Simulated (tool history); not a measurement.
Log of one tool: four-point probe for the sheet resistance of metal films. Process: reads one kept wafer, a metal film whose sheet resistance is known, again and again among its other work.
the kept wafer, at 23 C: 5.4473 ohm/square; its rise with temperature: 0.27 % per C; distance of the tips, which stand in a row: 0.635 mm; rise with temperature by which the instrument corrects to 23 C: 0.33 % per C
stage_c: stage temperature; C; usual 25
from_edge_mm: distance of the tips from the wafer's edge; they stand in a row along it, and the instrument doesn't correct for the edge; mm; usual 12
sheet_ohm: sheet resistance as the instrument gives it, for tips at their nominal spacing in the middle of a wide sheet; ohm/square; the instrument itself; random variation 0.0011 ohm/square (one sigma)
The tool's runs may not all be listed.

Run 1, hour 0.0: usual settings. Result: sheet_ohm 5.400488 ohm/square.
Run 2, hour 20.5: usual settings. Result: sheet_ohm 5.400889 ohm/square.
Run 3, hour 33.3: usual settings. Result: sheet_ohm 5.400267 ohm/square.
Run 4, hour 43.3: usual settings. Result: sheet_ohm 5.400760 ohm/square.
Run 5, hour 60.7: usual settings. Result: sheet_ohm 5.400593 ohm/square.
Run 6, hour 73.0: usual settings. Result: sheet_ohm 5.401020 ohm/square.
Run 7, hour 97.9: usual settings. Result: sheet_ohm 5.400293 ohm/square.
Run 8, hour 114.9: usual settings. Result: sheet_ohm 5.398875 ohm/square.
Run 9, hour 137.2: usual settings but stage_c 23 C. Result: sheet_ohm 5.405690 ohm/square.
Run 10, hour 147.3: usual settings but stage_c 31 C, from_edge_mm 17 mm. Result: sheet_ohm 5.378252 ohm/square.
Run 11, hour 159.6: usual settings but stage_c 31 C, from_edge_mm 17 mm. Result: sheet_ohm 5.378470 ohm/square.
Run 12, hour 178.8: usual settings but from_edge_mm 17 mm. Result: sheet_ohm 5.394122 ohm/square.
Run 13, hour 198.7: usual settings but stage_c 31 C, from_edge_mm 18 mm. Result: sheet_ohm 5.378585 ohm/square.
Run 14, hour 212.8: usual settings but stage_c 22 C, from_edge_mm 58 mm. Result: sheet_ohm 5.398936 ohm/square.
Run 15, hour 228.8: usual settings but stage_c 19 C, from_edge_mm 14 mm. Result: sheet_ohm 5.414165 ohm/square.
Run 16, hour 244.9: usual settings but stage_c 19 C, from_edge_mm 14 mm. Result: sheet_ohm 5.414165 ohm/square.
Run 17, hour 269.0: usual settings but stage_c 28 C, from_edge_mm 5 mm. Result: sheet_ohm 5.428245 ohm/square.

Forecast each of these 4 alternatives for the next run:
Run A, hour 290.4: usual settings but stage_c 19 C, from_edge_mm 5 mm. Result: sheet_ohm ?.
Run B, hour 290.4: usual settings but stage_c 20 C, from_edge_mm 61 mm. Result: sheet_ohm ?.
Run C, hour 290.4: usual settings but stage_c 26 C, from_edge_mm 31 mm. Result: sheet_ohm ?.
Run D, hour 290.4: usual settings but stage_c 23 C, from_edge_mm 36 mm. Result: sheet_ohm ?.

run  sheet_ohm
  A   5.452636
  B   5.406243
  C   5.386488
  D   5.393500
Without the tool's hidden state the same runs would have given:
run  sheet_ohm
  A   5.505436
  B   5.458623
  C   5.438649
  D   5.445743

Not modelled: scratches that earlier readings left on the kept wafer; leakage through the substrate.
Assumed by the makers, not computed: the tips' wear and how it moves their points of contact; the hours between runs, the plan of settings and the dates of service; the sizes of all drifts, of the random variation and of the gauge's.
